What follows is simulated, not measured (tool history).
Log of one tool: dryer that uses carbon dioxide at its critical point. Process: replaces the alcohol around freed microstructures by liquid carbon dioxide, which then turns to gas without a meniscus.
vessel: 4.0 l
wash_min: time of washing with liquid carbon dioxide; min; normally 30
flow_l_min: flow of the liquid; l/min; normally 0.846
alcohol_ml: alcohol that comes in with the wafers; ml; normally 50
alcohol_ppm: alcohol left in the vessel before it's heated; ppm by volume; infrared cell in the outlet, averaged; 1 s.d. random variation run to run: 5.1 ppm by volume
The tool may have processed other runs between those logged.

run 1 hour=0 | wash_min=30 flow_l_min=0.846 alcohol_ml=50 | alcohol_ppm=97
run 2 hour=23.9 | wash_min=30 flow_l_min=0.846 alcohol_ml=50 | alcohol_ppm=102
run 3 hour=36.4 | wash_min=30 flow_l_min=1.405 alcohol_ml=50 | alcohol_ppm=17
run 4 hour=54.2 | wash_min=30 flow_l_min=1.405 alcohol_ml=50 | alcohol_ppm=30
run 5 hour=74.1 | wash_min=30 flow_l_min=1.405 alcohol_ml=50 | alcohol_ppm=29
run 6 hour=97.9 | wash_min=30 flow_l_min=1.405 alcohol_ml=50 | alcohol_ppm=36
run 7 hour=120.1 | wash_min=30 flow_l_min=1.405 alcohol_ml=50 | alcohol_ppm=25
run 8 hour=136.8 | wash_min=30 flow_l_min=1.405 alcohol_ml=50 | alcohol_ppm=24
run 9 hour=155 | wash_min=30 flow_l_min=1.405 alcohol_ml=50 | alcohol_ppm=29
run 10 hour=166.8 | wash_min=30 flow_l_min=1.405 alcohol_ml=50 | alcohol_ppm=31
run 11 hour=178.4 | wash_min=30 flow_l_min=1.405 alcohol_ml=50 | alcohol_ppm=34
run 12 hour=195.4 | wash_min=33 flow_l_min=1.054 alcohol_ml=21 | alcohol_ppm=33
run 13 hour=212.7 | wash_min=33 flow_l_min=1.054 alcohol_ml=21 | alcohol_ppm=36
run 14 hour=231 | wash_min=36 flow_l_min=0.803 alcohol_ml=48 | alcohol_ppm=70
run 15 hour=244.6 | wash_min=21 flow_l_min=1.336 alcohol_ml=50 | alcohol_ppm=80
run 16 hour=265.6 | wash_min=21 flow_l_min=1.336 alcohol_ml=50 | alcohol_ppm=71
run 17 hour=287.5 | wash_min=22 flow_l_min=0.666 alcohol_ml=79 | alcohol_ppm=1223
run 18 hour=305.3 | wash_min=25 flow_l_min=1.057 alcohol_ml=79 | alcohol_ppm=132
run 19 hour=324.9 | wash_min=30 flow_l_min=0.791 alcohol_ml=84 | alcohol_ppm=252

Consider 5 possible next runs. They are alternatives, not a sequence: every one starts from the tool as it was left by run 19. What does each give?
run A hour=341.3 | wash_min=31 flow_l_min=0.556 alcohol_ml=50 | alcohol_ppm=?
run B hour=341.3 | wash_min=29 flow_l_min=0.791 alcohol_ml=84 | alcohol_ppm=?
run C hour=341.3 | wash_min=30 flow_l_min=0.846 alcohol_ml=25 | alcohol_ppm=?
run D hour=341.3 | wash_min=31 flow_l_min=0.569 alcohol_ml=50 | alcohol_ppm=?
run E hour=341.3 | wash_min=20 flow_l_min=0.925 alcohol_ml=81 | alcohol_ppm=?

run=A alcohol_ppm=528
run=B alcohol_ppm=292
run=C alcohol_ppm=76
run=D alcohol_ppm=496
run=E alcohol_ppm=603
Without the tool's unlogged condition, the same runs would have read:
run=A alcohol_ppm=310
run=B alcohol_ppm=139
run=C alcohol_ppm=27
run=D alcohol_ppm=282
run=E alcohol_ppm=337

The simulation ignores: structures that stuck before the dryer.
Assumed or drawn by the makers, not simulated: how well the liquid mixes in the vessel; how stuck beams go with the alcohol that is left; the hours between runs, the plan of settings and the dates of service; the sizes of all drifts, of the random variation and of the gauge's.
